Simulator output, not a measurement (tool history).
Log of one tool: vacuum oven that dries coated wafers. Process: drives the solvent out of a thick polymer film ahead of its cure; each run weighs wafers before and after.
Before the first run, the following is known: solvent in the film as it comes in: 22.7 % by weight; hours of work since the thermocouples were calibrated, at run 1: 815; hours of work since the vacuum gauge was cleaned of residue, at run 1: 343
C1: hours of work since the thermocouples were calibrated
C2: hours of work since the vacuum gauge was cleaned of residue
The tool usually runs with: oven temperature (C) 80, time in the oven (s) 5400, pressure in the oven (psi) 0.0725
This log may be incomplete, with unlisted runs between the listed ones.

run 1 day=0 | oven_temperature_(C)=80 time_in_the_oven_(s)=5400 pressure_in_the_oven_(psi)=0.0725 | C1=815 C2=343 | solvent_left_in_the_film_(%)=2.82
run 2 day=0.262 | oven_temperature_(C)=80 time_in_the_oven_(s)=5400 pressure_in_the_oven_(psi)=0.0725 | C1=819 C2=347 | solvent_left_in_the_film_(%)=2.74
run 3 day=0.654 | oven_temperature_(C)=80 time_in_the_oven_(s)=5400 pressure_in_the_oven_(psi)=0.0725 | C1=824 C2=352 | solvent_left_in_the_film_(%)=2.81
run 4 day=0.933 | oven_temperature_(C)=80 time_in_the_oven_(s)=5400 pressure_in_the_oven_(psi)=0.0725 | C1=828 C2=356 | solvent_left_in_the_film_(%)=2.8
run 5 day=1.221 | oven_temperature_(C)=80 time_in_the_oven_(s)=5400 pressure_in_the_oven_(psi)=0.0725 | C1=832 C2=360 | solvent_left_in_the_film_(%)=2.84
run 6 day=1.6 | oven_temperature_(C)=80 time_in_the_oven_(s)=5400 pressure_in_the_oven_(psi)=0.0725 | C1=837 C2=366 | solvent_left_in_the_film_(%)=2.68
run 7 day=2.042 | oven_temperature_(C)=80 time_in_the_oven_(s)=5400 pressure_in_the_oven_(psi)=0.0725 | C1=844 C2=372 | solvent_left_in_the_film_(%)=2.77
run 8 day=2.471 | oven_temperature_(C)=80 time_in_the_oven_(s)=5400 pressure_in_the_oven_(psi)=0.0725 | C1=850 C2=378 | solvent_left_in_the_film_(%)=2.76
run 9 day=2.729 | oven_temperature_(C)=80 time_in_the_oven_(s)=5400 pressure_in_the_oven_(psi)=0.0725 | C1=853 C2=381 | solvent_left_in_the_film_(%)=2.82
run 10 day=3.133 | oven_temperature_(C)=80 time_in_the_oven_(s)=5400 pressure_in_the_oven_(psi)=0.0725 | C1=859 C2=387 | solvent_left_in_the_film_(%)=2.74
run 11 day=3.717 | oven_temperature_(C)=80 time_in_the_oven_(s)=5400 pressure_in_the_oven_(psi)=0.0386 | C1=867 C2=395 | solvent_left_in_the_film_(%)=2.63
run 12 day=4.171 | oven_temperature_(C)=80 time_in_the_oven_(s)=5400 pressure_in_the_oven_(psi)=0.0386 | C1=873 C2=402 | solvent_left_in_the_film_(%)=2.73
run 13 day=4.554 | oven_temperature_(C)=80 time_in_the_oven_(s)=5400 pressure_in_the_oven_(psi)=0.0725 | C1=879 C2=407 | solvent_left_in_the_film_(%)=2.78
run 14 day=4.867 | oven_temperature_(C)=80 time_in_the_oven_(s)=5400 pressure_in_the_oven_(psi)=0.0725 | C1=883 C2=411 | solvent_left_in_the_film_(%)=2.81
run 15 day=5.483 | oven_temperature_(C)=80 time_in_the_oven_(s)=5400 pressure_in_the_oven_(psi)=0.0725 | C1=892 C2=420 | solvent_left_in_the_film_(%)=2.82
run 16 day=5.904 | oven_temperature_(C)=80 time_in_the_oven_(s)=5400 pressure_in_the_oven_(psi)=0.0725 | C1=898 C2=426 | solvent_left_in_the_film_(%)=2.9
run 17 day=6.283 | oven_temperature_(C)=80 time_in_the_oven_(s)=5400 pressure_in_the_oven_(psi)=0.1008 | C1=903 C2=431 | solvent_left_in_the_film_(%)=2.92
run 18 day=6.667 | oven_temperature_(C)=80 time_in_the_oven_(s)=5400 pressure_in_the_oven_(psi)=0.0725 | C1=908 C2=437 | solvent_left_in_the_film_(%)=2.83
run 19 day=7.246 | oven_temperature_(C)=80 time_in_the_oven_(s)=5340 pressure_in_the_oven_(psi)=0.0725 | C1=917 C2=445 | solvent_left_in_the_film_(%)=2.9
run 20 day=7.846 | oven_temperature_(C)=80 time_in_the_oven_(s)=5400 pressure_in_the_oven_(psi)=0.1349 | C1=925 C2=453 | solvent_left_in_the_film_(%)=3.01
run 21 day=8.333 | oven_temperature_(C)=80 time_in_the_oven_(s)=4260 pressure_in_the_oven_(psi)=0.1349 | C1=932 C2=460 | solvent_left_in_the_film_(%)=4.35
run 22 day=8.804 | oven_temperature_(C)=80 time_in_the_oven_(s)=4260 pressure_in_the_oven_(psi)=0.1349 | C1=938 C2=466 | solvent_left_in_the_film_(%)=4.34
run 23 day=9.242 | oven_temperature_(C)=80 time_in_the_oven_(s)=4260 pressure_in_the_oven_(psi)=0.1349 | C1=944 C2=473 | solvent_left_in_the_film_(%)=4.24
run 24 day=9.725 | oven_temperature_(C)=80 time_in_the_oven_(s)=4260 pressure_in_the_oven_(psi)=0.1349 | C1=951 C2=479 | solvent_left_in_the_film_(%)=4.42
run 25 day=10.162 | oven_temperature_(C)=80 time_in_the_oven_(s)=4260 pressure_in_the_oven_(psi)=0.2782 | C1=957 C2=486 | solvent_left_in_the_film_(%)=4.74
run 26 day=10.588 | oven_temperature_(C)=93 time_in_the_oven_(s)=7080 pressure_in_the_oven_(psi)=0.1273 | C1=963 C2=491 | solvent_left_in_the_film_(%)=0.35
run 27 day=10.967 | oven_temperature_(C)=86 time_in_the_oven_(s)=4140 pressure_in_the_oven_(psi)=0.0457 | C1=969 C2=497 | solvent_left_in_the_film_(%)=2.05
run 28 day=11.479 | oven_temperature_(C)=85 time_in_the_oven_(s)=3660 pressure_in_the_oven_(psi)=0.0725 | C1=976 C2=504 | solvent_left_in_the_film_(%)=3.01
run 29 day=11.783 | oven_temperature_(C)=80 time_in_the_oven_(s)=5400 pressure_in_the_oven_(psi)=0.1529 | C1=980 C2=508 | solvent_left_in_the_film_(%)=3.12
run 30 day=12.183 | oven_temperature_(C)=80 time_in_the_oven_(s)=2940 pressure_in_the_oven_(psi)=0.259 | C1=986 C2=514 | solvent_left_in_the_film_(%)=6.88
run 31 day=12.638 | oven_temperature_(C)=80 time_in_the_oven_(s)=8640 pressure_in_the_oven_(psi)=0.2541 | C1=992 C2=520 | solvent_left_in_the_film_(%)=1.88
run 32 day=13.029 | oven_temperature_(C)=70 time_in_the_oven_(s)=6720 pressure_in_the_oven_(psi)=0.0725 | C1=998 C2=526 | solvent_left_in_the_film_(%)=5.92
run 33 day=13.321 | oven_temperature_(C)=77 time_in_the_oven_(s)=5460 pressure_in_the_oven_(psi)=0.1432 | C1=1002 C2=530 | solvent_left_in_the_film_(%)=4.26
run 34 day=13.629 | oven_temperature_(C)=77 time_in_the_oven_(s)=5460 pressure_in_the_oven_(psi)=0.1432 | C1=1006 C2=534 | solvent_left_in_the_film_(%)=4.28
run 35 day=13.992 | oven_temperature_(C)=69 time_in_the_oven_(s)=5280 pressure_in_the_oven_(psi)=0.2782 | C1=1011 C2=539 | solvent_left_in_the_film_(%)=8.89
run 36 day=14.283 | oven_temperature_(C)=69 time_in_the_oven_(s)=5280 pressure_in_the_oven_(psi)=0.227 | C1=1015 C2=543 | solvent_left_in_the_film_(%)=8.67
run 37 day=14.538 | oven_temperature_(C)=69 time_in_the_oven_(s)=5280 pressure_in_the_oven_(psi)=0.227 | C1=1019 C2=547 | solvent_left_in_the_film_(%)=8.76
run 38 day=14.933 | oven_temperature_(C)=69 time_in_the_oven_(s)=5280 pressure_in_the_oven_(psi)=0.227 | C1=1024 C2=552 | solvent_left_in_the_film_(%)=8.81
run 39 day=15.233 | oven_temperature_(C)=69 time_in_the_oven_(s)=5280 pressure_in_the_oven_(psi)=0.227 | C1=1028 C2=557 | solvent_left_in_the_film_(%)=8.73
run 40 day=15.571 | oven_temperature_(C)=69 time_in_the_oven_(s)=5280 pressure_in_the_oven_(psi)=0.227 | C1=1033 C2=561 | solvent_left_in_the_film_(%)=8.63
run 41 day=16.104 | oven_temperature_(C)=80 time_in_the_oven_(s)=2940 pressure_in_the_oven_(psi)=0.0634 | C1=1041 C2=569 | solvent_left_in_the_film_(%)=6.46
run 42 day=16.562 | oven_temperature_(C)=82 time_in_the_oven_(s)=3780 pressure_in_the_oven_(psi)=0.0912 | C1=1047 C2=575 | solvent_left_in_the_film_(%)=4.06
run 43 day=17 | oven_temperature_(C)=82 time_in_the_oven_(s)=3780 pressure_in_the_oven_(psi)=0.0912 | C1=1053 C2=581 | solvent_left_in_the_film_(%)=4.04
run 44 day=17.592 | oven_temperature_(C)=87 time_in_the_oven_(s)=3780 pressure_in_the_oven_(psi)=0.1513 | C1=1061 C2=590 | solvent_left_in_the_film_(%)=2.54
run 45 day=17.879 | oven_temperature_(C)=87 time_in_the_oven_(s)=3780 pressure_in_the_oven_(psi)=0.1513 | C1=1065 C2=594 | solvent_left_in_the_film_(%)=2.52
-- day=18.096 oven's thermocouples calibrated
run 46 day=18.4 | oven_temperature_(C)=87 time_in_the_oven_(s)=3780 pressure_in_the_oven_(psi)=0.1513 | C1=4 C2=600 | solvent_left_in_the_film_(%)=2.43
run 47 day=18.738 | oven_temperature_(C)=89 time_in_the_oven_(s)=6600 pressure_in_the_oven_(psi)=0.0545 | C1=9 C2=604 | solvent_left_in_the_film_(%)=0.4

Results per run with the tool's hidden condition removed, run-to-run variation unchanged:
The hidden state here: true wafer temperature over the reading, C; true pressure over the reading, kPa; drift of the gauge itself on solvent_pct, %.
run=1 solvent_left_in_the_film_(%)=2.64
run=2 solvent_left_in_the_film_(%)=2.57
run=3 solvent_left_in_the_film_(%)=2.63
run=4 solvent_left_in_the_film_(%)=2.62
run=5 solvent_left_in_the_film_(%)=2.66
run=6 solvent_left_in_the_film_(%)=2.5
run=7 solvent_left_in_the_film_(%)=2.58
run=8 solvent_left_in_the_film_(%)=2.58
run=9 solvent_left_in_the_film_(%)=2.63
run=10 solvent_left_in_the_film_(%)=2.55
run=11 solvent_left_in_the_film_(%)=2.44
run=12 solvent_left_in_the_film_(%)=2.53
run=13 solvent_left_in_the_film_(%)=2.58
run=14 solvent_left_in_the_film_(%)=2.61
run=15 solvent_left_in_the_film_(%)=2.61
run=16 solvent_left_in_the_film_(%)=2.69
run=17 solvent_left_in_the_film_(%)=2.72
run=18 solvent_left_in_the_film_(%)=2.62
run=19 solvent_left_in_the_film_(%)=2.68
run=20 solvent_left_in_the_film_(%)=2.79
run=21 solvent_left_in_the_film_(%)=4.1
run=22 solvent_left_in_the_film_(%)=4.09
run=23 solvent_left_in_the_film_(%)=3.99
run=24 solvent_left_in_the_film_(%)=4.16
run=25 solvent_left_in_the_film_(%)=4.48
run=26 solvent_left_in_the_film_(%)=0.28
run=27 solvent_left_in_the_film_(%)=1.86
run=28 solvent_left_in_the_film_(%)=2.79
run=29 solvent_left_in_the_film_(%)=2.87
run=30 solvent_left_in_the_film_(%)=6.6
run=31 solvent_left_in_the_film_(%)=1.69
run=32 solvent_left_in_the_film_(%)=5.58
run=33 solvent_left_in_the_film_(%)=3.97
run=34 solvent_left_in_the_film_(%)=3.99
run=35 solvent_left_in_the_film_(%)=8.55
run=36 solvent_left_in_the_film_(%)=8.32
run=37 solvent_left_in_the_film_(%)=8.41
run=38 solvent_left_in_the_film_(%)=8.46
run=39 solvent_left_in_the_film_(%)=8.38
run=40 solvent_left_in_the_film_(%)=8.28
run=41 solvent_left_in_the_film_(%)=6.16
run=42 solvent_left_in_the_film_(%)=3.77
run=43 solvent_left_in_the_film_(%)=3.75
run=44 solvent_left_in_the_film_(%)=2.31
run=45 solvent_left_in_the_film_(%)=2.29
run=46 solvent_left_in_the_film_(%)=2.25
run=47 solvent_left_in_the_film_(%)=0.3
